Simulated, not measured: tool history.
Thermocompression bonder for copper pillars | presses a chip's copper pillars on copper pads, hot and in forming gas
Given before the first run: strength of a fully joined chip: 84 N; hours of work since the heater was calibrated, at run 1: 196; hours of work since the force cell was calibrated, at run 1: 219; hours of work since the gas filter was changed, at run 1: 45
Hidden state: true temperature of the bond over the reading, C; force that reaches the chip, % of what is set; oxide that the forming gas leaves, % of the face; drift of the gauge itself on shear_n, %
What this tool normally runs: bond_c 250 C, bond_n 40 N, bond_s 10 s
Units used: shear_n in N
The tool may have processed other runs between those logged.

run   hour  bond_c  bond_n  bond_s  hours of work since the heater was calibrated  hours of work since the force cell was calibrated  hours of work since the gas filter was changed  shear_n
  1    0.0     250      40      10                                            196                                                219                                              45     50.2
  2   12.2     250      40      10                                            201                                                224                                              50     50.4
  3   26.8     250      40      10                                            207                                                230                                              56     49.4
  4   38.7     250      40      10                                            212                                                235                                              61     50.0
  5   46.5     250      40      14                                            215                                                239                                              64     55.8
  6   60.9     250      40      10                                            221                                                245                                              70     51.3
  7   71.1     250      40      10                                            225                                                249                                              74     51.1
  8   82.4     250      40      10                                            230                                                253                                              79     52.0
  9   92.7     250      40      10                                            234                                                258                                              83     48.6
 10  100.3     250      40      10                                            237                                                261                                              86     50.8
 11  110.8     250      40      10                                            242                                                265                                              91     50.0
 12  121.9     250      34      10                                            246                                                270                                              95     45.0
 13  133.0     250      26      10                                            251                                                274                                             100     38.4
 14  142.8     250      26      10                                            255                                                279                                             104     38.8
 15  155.6     266      29      26                                            260                                                284                                             109     65.3
 16  163.8     266      29      26                                            264                                                287                                             113     64.5
 17  177.5     266      29      26                                            269                                                293                                             119     66.4
 18  185.3     266      29      26                                            272                                                296                                             122     64.2
 19  198.9     266      29      26                                            278                                                302                                             127     65.0
 20  208.8     278      32      26                                            282                                                306                                             132     73.8
 21  220.2     245      49      10                                            287                                                311                                             136     50.3
 22  232.8     245      49      10                                            292                                                316                                             141     50.9
 23  246.2     250      55      14                                            298                                                321                                             147     59.6
 24  253.9     250      55      14                                            301                                                325                                             150     62.2
 25  265.0     232      40      12                                            305                                                329                                             155     38.5
 26  276.6     259      32       9                                            310                                                334                                             160     48.1
 27  287.2     243      59      28                                            315                                                338                                             164     66.0
 28  296.8     243      44      27                                            319                                                342                                             168     61.3

4 options for the next run, each taken on its own from the tool as it stands now. Forecast them:
  A  304.1     251      38      14                                            322                                                345                                             171        ?
  B  304.1     243      40      14                                            322                                                345                                             171        ?
  C  304.1     250      35      10                                            322                                                345                                             171        ?
  D  304.1     257      24      27                                            322                                                345                                             171        ?

run  shear_n
  A     53.7
  B     48.7
  C     45.2
  D     54.3
Had the tool no hidden state, the same runs would have come out as:
run  shear_n
  A     58.1
  B     52.8
  C     49.2
  D     58.5

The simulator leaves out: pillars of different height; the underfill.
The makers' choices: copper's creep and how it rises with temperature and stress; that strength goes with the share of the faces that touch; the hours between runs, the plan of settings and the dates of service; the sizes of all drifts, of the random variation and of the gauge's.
